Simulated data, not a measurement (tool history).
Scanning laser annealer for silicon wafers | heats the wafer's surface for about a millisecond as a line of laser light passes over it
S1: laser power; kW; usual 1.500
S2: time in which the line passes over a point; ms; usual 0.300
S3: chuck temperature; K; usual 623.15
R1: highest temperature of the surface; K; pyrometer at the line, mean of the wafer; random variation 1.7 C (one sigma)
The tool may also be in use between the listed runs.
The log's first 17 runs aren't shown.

run,day,S1,S2,S3,R1
18,27.250,1.467,0.213,601.15,1192.15
19,28.275,1.500,0.232,623.15,1253.15
20,30.579,1.500,0.232,623.15,1254.15
21,31.946,1.549,0.304,631.15,1393.15
22,33.533,1.462,0.313,653.15,1386.15
23,35.862,1.595,0.237,610.15,1282.15
24,37.662,1.595,0.237,610.15,1284.15
25,38.767,1.307,0.324,654.15,1324.15
26,40.325,1.506,0.378,658.15,1490.15
# day 41.121: window over the wafer cleaned
27,42.688,1.576,0.378,597.15,1504.15
28,44.467,1.566,0.300,645.15,1433.15
29,46.133,1.566,0.255,631.15,1344.15
30,48.488,1.566,0.267,631.15,1360.15
31,49.712,1.466,0.300,656.15,1389.15

5 ways to go on from here, each from the tool as it stands after run 31. What would each give?
A,51.288,1.283,0.300,659.15,?
B,51.288,1.521,0.378,597.15,?
C,51.288,1.466,0.300,600.15,?
D,51.288,1.332,0.300,613.15,?
E,51.288,1.475,0.296,616.15,?

run,R1
A,1309.15
B,1469.15
C,1335.15
D,1285.15
E,1347.15
Without the tool's hidden state the same runs would have given:
run,R1
A,1317.15
B,1480.15
C,1344.15
D,1293.15
E,1356.15

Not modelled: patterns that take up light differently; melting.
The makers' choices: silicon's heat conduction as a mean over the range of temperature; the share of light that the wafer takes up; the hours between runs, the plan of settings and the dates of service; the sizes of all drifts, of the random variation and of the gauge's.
